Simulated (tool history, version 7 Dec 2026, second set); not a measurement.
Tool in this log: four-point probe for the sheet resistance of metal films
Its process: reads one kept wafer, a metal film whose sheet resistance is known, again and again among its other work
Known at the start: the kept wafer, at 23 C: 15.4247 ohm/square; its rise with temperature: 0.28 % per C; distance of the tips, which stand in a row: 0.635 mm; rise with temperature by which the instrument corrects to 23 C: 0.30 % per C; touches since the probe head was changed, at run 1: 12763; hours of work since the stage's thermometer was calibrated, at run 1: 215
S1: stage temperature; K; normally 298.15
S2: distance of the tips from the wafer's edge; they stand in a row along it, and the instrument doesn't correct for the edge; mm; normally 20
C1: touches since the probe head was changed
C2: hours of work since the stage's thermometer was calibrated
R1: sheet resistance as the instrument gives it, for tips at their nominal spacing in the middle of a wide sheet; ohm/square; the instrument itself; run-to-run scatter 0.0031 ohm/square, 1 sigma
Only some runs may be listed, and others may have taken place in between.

| run | hour | S1 | S2 | C1 | C2 | R1 |
|---|---|---|---|---|---|---|
| 1 | 0 | 298.15 | 20 | 12763 | 215 | 15.35891 |
| 2 | 10.8 | 298.15 | 20 | 13089 | 220 | 15.357551 |
| 3 | 27.8 | 298.15 | 20 | 13606 | 227 | 15.350474 |
| 4 | 44.8 | 298.15 | 20 | 14121 | 234 | 15.360545 |
| 5 | 54.4 | 298.15 | 20 | 14413 | 238 | 15.361664 |
| 6 | 68.5 | 298.15 | 20 | 14840 | 244 | 15.357106 |
| 7 | 79.3 | 298.15 | 20 | 15167 | 249 | 15.362123 |
| 8 | 90.5 | 308.15 | 20 | 15506 | 254 | 15.326435 |
| 9 | 109.7 | 297.15 | 28 | 16090 | 262 | 15.361323 |
| 10 | 119.9 | 298.15 | 20 | 16398 | 267 | 15.367349 |
| 11 | 138.6 | 298.15 | 20 | 16966 | 275 | 15.36378 |
| 12 | 147 | 298.15 | 20 | 17220 | 278 | 15.362957 |
| 13 | 162.3 | 296.15 | 11 | 17684 | 285 | 15.391398 |
| 14 | 175.1 | 297.15 | 8 | 18070 | 290 | 15.413093 |
| 15 | 185.8 | 295.15 | 62 | 18396 | 295 | 15.374101 |
| 16 | 196.1 | 298.15 | 20 | 18707 | 299 | 15.367693 |

Below are 4 alternative next runs, each starting from the tool's condition after run 16. Predict each:
| A | 209.4 | 295.15 | 51 | 19112 | 305 | ? |
| B | 209.4 | 295.15 | 5 | 19112 | 305 | ? |
| C | 209.4 | 293.15 | 3 | 19112 | 305 | ? |
| D | 209.4 | 293.15 | 20 | 19112 | 305 | ? |

| run | R1 |
|---|---|
| A | 15.373052 |
| B | 15.503145 |
| C | 15.732335 |
| D | 15.388681 |
Without the tool's unlogged condition, the same runs would have read:
| run | R1 |
|---|---|
| A | 15.43104 |
| B | 15.561586 |
| C | 15.791579 |
| D | 15.446733 |
